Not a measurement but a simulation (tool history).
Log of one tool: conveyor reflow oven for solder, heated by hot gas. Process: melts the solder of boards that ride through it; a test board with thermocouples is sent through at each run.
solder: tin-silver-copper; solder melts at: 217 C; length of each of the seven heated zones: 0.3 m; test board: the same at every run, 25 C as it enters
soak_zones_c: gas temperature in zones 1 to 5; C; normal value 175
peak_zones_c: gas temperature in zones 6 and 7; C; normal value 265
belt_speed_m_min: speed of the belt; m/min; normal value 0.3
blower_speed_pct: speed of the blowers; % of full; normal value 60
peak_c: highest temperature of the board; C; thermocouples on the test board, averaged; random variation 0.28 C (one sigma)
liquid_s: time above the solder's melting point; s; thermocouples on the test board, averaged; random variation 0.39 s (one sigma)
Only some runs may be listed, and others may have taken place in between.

run 1 day=0 | soak_zones_c=175 peak_zones_c=265 belt_speed_m_min=0.3 blower_speed_pct=60 | peak_c=253.9 liquid_s=96.8
run 2 day=0.917 | soak_zones_c=175 peak_zones_c=265 belt_speed_m_min=0.3 blower_speed_pct=60 | peak_c=253.4 liquid_s=97.5
run 3 day=2.775 | soak_zones_c=175 peak_zones_c=265 belt_speed_m_min=0.3 blower_speed_pct=60 | peak_c=253.1 liquid_s=96.5
run 4 day=4.45 | soak_zones_c=175 peak_zones_c=265 belt_speed_m_min=0.3 blower_speed_pct=60 | peak_c=253.2 liquid_s=96.6
run 5 day=5.85 | soak_zones_c=175 peak_zones_c=265 belt_speed_m_min=0.3 blower_speed_pct=60 | peak_c=253.4 liquid_s=96.5
-- day=6.433 thermocouples of zones 6 and 7 changed
run 6 day=7.583 | soak_zones_c=175 peak_zones_c=265 belt_speed_m_min=0.3 blower_speed_pct=60 | peak_c=255 liquid_s=98.6
run 7 day=8.938 | soak_zones_c=175 peak_zones_c=265 belt_speed_m_min=0.3 blower_speed_pct=61 | peak_c=255.6 liquid_s=99.7
run 8 day=10.275 | soak_zones_c=175 peak_zones_c=265 belt_speed_m_min=0.3 blower_speed_pct=61 | peak_c=255.1 liquid_s=98.3
run 9 day=12.017 | soak_zones_c=175 peak_zones_c=265 belt_speed_m_min=0.3 blower_speed_pct=70 | peak_c=256 liquid_s=99.9
run 10 day=13.017 | soak_zones_c=175 peak_zones_c=265 belt_speed_m_min=0.3 blower_speed_pct=70 | peak_c=256.5 liquid_s=100.1
run 11 day=15.004 | soak_zones_c=175 peak_zones_c=265 belt_speed_m_min=0.3 blower_speed_pct=70 | peak_c=255.8 liquid_s=99.7
run 12 day=16.833 | soak_zones_c=176 peak_zones_c=265 belt_speed_m_min=0.3 blower_speed_pct=60 | peak_c=254.9 liquid_s=98.6
-- day=17.188 flux residue cleaned out of gas plates and filters
run 13 day=18.35 | soak_zones_c=176 peak_zones_c=265 belt_speed_m_min=0.3 blower_speed_pct=60 | peak_c=255.2 liquid_s=99.5
run 14 day=20.3 | soak_zones_c=175 peak_zones_c=265 belt_speed_m_min=0.3 blower_speed_pct=60 | peak_c=254.9 liquid_s=99.3
run 15 day=22.108 | soak_zones_c=175 peak_zones_c=265 belt_speed_m_min=0.3 blower_speed_pct=60 | peak_c=255 liquid_s=99.3
run 16 day=23.567 | soak_zones_c=175 peak_zones_c=265 belt_speed_m_min=0.3 blower_speed_pct=60 | peak_c=254.9 liquid_s=99.6
run 17 day=25.204 | soak_zones_c=175 peak_zones_c=265 belt_speed_m_min=0.346 blower_speed_pct=86 | peak_c=253.7 liquid_s=85.1
-- day=25.542 belt drive overhauled, speed set with a stopwatch
run 18 day=27.354 | soak_zones_c=175 peak_zones_c=261 belt_speed_m_min=0.292 blower_speed_pct=54 | peak_c=250.9 liquid_s=99.4
run 19 day=28.708 | soak_zones_c=166 peak_zones_c=265 belt_speed_m_min=0.262 blower_speed_pct=60 | peak_c=256.9 liquid_s=114.2
run 20 day=29.617 | soak_zones_c=177 peak_zones_c=265 belt_speed_m_min=0.262 blower_speed_pct=66 | peak_c=258 liquid_s=121.7
run 21 day=31.15 | soak_zones_c=172 peak_zones_c=265 belt_speed_m_min=0.287 blower_speed_pct=58 | peak_c=254.9 liquid_s=104.6
run 22 day=32.833 | soak_zones_c=173 peak_zones_c=263 belt_speed_m_min=0.351 blower_speed_pct=53 | peak_c=247.5 liquid_s=74.7
run 23 day=33.875 | soak_zones_c=173 peak_zones_c=263 belt_speed_m_min=0.351 blower_speed_pct=53 | peak_c=247.7 liquid_s=75.2
-- day=34.717 belt drive overhauled, speed set with a stopwatch, once more
-- day=35.238 flux residue cleaned out of gas plates and filters
run 24 day=35.308 | soak_zones_c=169 peak_zones_c=278 belt_speed_m_min=0.266 blower_speed_pct=60 | peak_c=267.8 liquid_s=117.6
run 25 day=37.333 | soak_zones_c=169 peak_zones_c=278 belt_speed_m_min=0.266 blower_speed_pct=60 | peak_c=268.3 liquid_s=117.6
run 26 day=38.683 | soak_zones_c=188 peak_zones_c=268 belt_speed_m_min=0.266 blower_speed_pct=68 | peak_c=261.1 liquid_s=123.2
run 27 day=40.221 | soak_zones_c=188 peak_zones_c=268 belt_speed_m_min=0.266 blower_speed_pct=68 | peak_c=260.4 liquid_s=123.8
run 28 day=41.642 | soak_zones_c=188 peak_zones_c=268 belt_speed_m_min=0.266 blower_speed_pct=68 | peak_c=259.8 liquid_s=124.5
run 29 day=43.454 | soak_zones_c=170 peak_zones_c=266 belt_speed_m_min=0.328 blower_speed_pct=68 | peak_c=252.1 liquid_s=81.5

Alternative continuations, all from the tool just after run 29; predict every row:
run A day=44.925 | soak_zones_c=173 peak_zones_c=267 belt_speed_m_min=0.328 blower_speed_pct=74 | peak_c=? liquid_s=?
run B day=44.925 | soak_zones_c=175 peak_zones_c=265 belt_speed_m_min=0.355 blower_speed_pct=60 | peak_c=? liquid_s=?
run C day=44.925 | soak_zones_c=171 peak_zones_c=266 belt_speed_m_min=0.328 blower_speed_pct=68 | peak_c=? liquid_s=?

run=A peak_c=254.1 liquid_s=85.4
run=B peak_c=248.8 liquid_s=73
run=C peak_c=251.9 liquid_s=82.5
Without the tool's unlogged condition, the same runs would have read:
run=A peak_c=256.1 liquid_s=87.1
run=B peak_c=250.7 liquid_s=74.9
run=C peak_c=253.9 liquid_s=84.3
